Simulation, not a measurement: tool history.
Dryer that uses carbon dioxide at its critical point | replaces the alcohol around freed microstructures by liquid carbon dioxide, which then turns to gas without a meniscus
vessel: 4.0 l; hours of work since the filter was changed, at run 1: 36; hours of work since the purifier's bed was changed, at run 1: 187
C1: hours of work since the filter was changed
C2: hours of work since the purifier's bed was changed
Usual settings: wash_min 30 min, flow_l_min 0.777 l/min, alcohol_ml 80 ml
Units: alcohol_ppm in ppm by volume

run 1 day=0 | wash_min=30 flow_l_min=0.777 alcohol_ml=80 | C1=36 C2=187 | alcohol_ppm=171
run 2 day=0.442 | wash_min=30 flow_l_min=0.777 alcohol_ml=80 | C1=42 C2=192 | alcohol_ppm=175
run 3 day=0.829 | wash_min=30 flow_l_min=1.225 alcohol_ml=80 | C1=46 C2=197 | alcohol_ppm=59
run 4 day=1.208 | wash_min=30 flow_l_min=1.225 alcohol_ml=80 | C1=50 C2=201 | alcohol_ppm=51
run 5 day=1.504 | wash_min=30 flow_l_min=0.777 alcohol_ml=80 | C1=54 C2=205 | alcohol_ppm=180
run 6 day=1.892 | wash_min=30 flow_l_min=0.777 alcohol_ml=80 | C1=58 C2=209 | alcohol_ppm=198
run 7 day=2.296 | wash_min=30 flow_l_min=0.777 alcohol_ml=80 | C1=63 C2=214 | alcohol_ppm=197
run 8 day=2.821 | wash_min=30 flow_l_min=0.777 alcohol_ml=34 | C1=69 C2=220 | alcohol_ppm=114
run 9 day=3.354 | wash_min=30 flow_l_min=1.031 alcohol_ml=80 | C1=76 C2=226 | alcohol_ppm=81
run 10 day=3.675 | wash_min=30 flow_l_min=0.777 alcohol_ml=80 | C1=79 C2=230 | alcohol_ppm=200
run 11 day=4.112 | wash_min=30 flow_l_min=0.777 alcohol_ml=80 | C1=84 C2=235 | alcohol_ppm=194
run 12 day=4.367 | wash_min=30 flow_l_min=0.777 alcohol_ml=39 | C1=87 C2=238 | alcohol_ppm=131
run 13 day=4.792 | wash_min=30 flow_l_min=0.777 alcohol_ml=39 | C1=92 C2=243 | alcohol_ppm=141
run 14 day=5.167 | wash_min=30 flow_l_min=0.777 alcohol_ml=39 | C1=97 C2=247 | alcohol_ppm=131
run 15 day=5.788 | wash_min=30 flow_l_min=0.681 alcohol_ml=80 | C1=104 C2=255 | alcohol_ppm=341
run 16 day=6.204 | wash_min=30 flow_l_min=0.681 alcohol_ml=80 | C1=109 C2=260 | alcohol_ppm=333
run 17 day=6.717 | wash_min=40 flow_l_min=0.739 alcohol_ml=41 | C1=115 C2=266 | alcohol_ppm=87
run 18 day=7.125 | wash_min=28 flow_l_min=0.512 alcohol_ml=21 | C1=120 C2=270 | alcohol_ppm=331
run 19 day=7.612 | wash_min=39 flow_l_min=0.891 alcohol_ml=37 | C1=125 C2=276 | alcohol_ppm=67
run 20 day=8.121 | wash_min=38 flow_l_min=0.498 alcohol_ml=25 | C1=131 C2=282 | alcohol_ppm=188
run 21 day=8.488 | wash_min=48 flow_l_min=0.688 alcohol_ml=25 | C1=135 C2=286 | alcohol_ppm=85
run 22 day=8.821 | wash_min=22 flow_l_min=0.547 alcohol_ml=80 | C1=139 C2=290 | alcohol_ppm=1759
run 23 day=9.312 | wash_min=22 flow_l_min=0.547 alcohol_ml=80 | C1=145 C2=296 | alcohol_ppm=1775
run 24 day=9.638 | wash_min=19 flow_l_min=0.77 alcohol_ml=68 | C1=149 C2=300 | alcohol_ppm=944
run 25 day=10.025 | wash_min=48 flow_l_min=0.777 alcohol_ml=80 | C1=153 C2=304 | alcohol_ppm=82
run 26 day=10.621 | wash_min=48 flow_l_min=0.777 alcohol_ml=80 | C1=160 C2=311 | alcohol_ppm=89
run 27 day=10.996 | wash_min=48 flow_l_min=0.777 alcohol_ml=80 | C1=165 C2=316 | alcohol_ppm=88
run 28 day=11.496 | wash_min=41 flow_l_min=0.777 alcohol_ml=66 | C1=171 C2=321 | alcohol_ppm=117
run 29 day=11.846 | wash_min=41 flow_l_min=0.777 alcohol_ml=66 | C1=175 C2=325 | alcohol_ppm=111
run 30 day=12.346 | wash_min=41 flow_l_min=0.777 alcohol_ml=66 | C1=181 C2=331 | alcohol_ppm=114
run 31 day=12.954 | wash_min=21 flow_l_min=1.158 alcohol_ml=41 | C1=188 C2=338 | alcohol_ppm=157
run 32 day=13.371 | wash_min=19 flow_l_min=0.582 alcohol_ml=96 | C1=192 C2=343 | alcohol_ppm=2737

The same runs without the tool's hidden state, with the same run-to-run variation:
The hidden state here: flow that reaches the vessel past the clogged filter, %; alcohol in the recycled carbon dioxide, ppm; drift of the gauge itself on alcohol_ppm, %.
run=1 alcohol_ppm=113
run=2 alcohol_ppm=114
run=3 alcohol_ppm=10
run=4 alcohol_ppm=2
run=5 alcohol_ppm=108
run=6 alcohol_ppm=124
run=7 alcohol_ppm=121
run=8 alcohol_ppm=50
run=9 alcohol_ppm=20
run=10 alcohol_ppm=114
run=11 alcohol_ppm=104
run=12 alcohol_ppm=59
run=13 alcohol_ppm=65
run=14 alcohol_ppm=56
run=15 alcohol_ppm=208
run=16 alcohol_ppm=199
run=17 alcohol_ppm=18
run=18 alcohol_ppm=214
run=19 alcohol_ppm=1
run=20 alcohol_ppm=85
run=21 alcohol_ppm=17
run=22 alcohol_ppm=1336
run=23 alcohol_ppm=1335
run=24 alcohol_ppm=646
run=25 alcohol_ppm=8
run=26 alcohol_ppm=12
run=27 alcohol_ppm=10
run=28 alcohol_ppm=27
run=29 alcohol_ppm=22
run=30 alcohol_ppm=22
run=31 alcohol_ppm=41
run=32 alcohol_ppm=1969
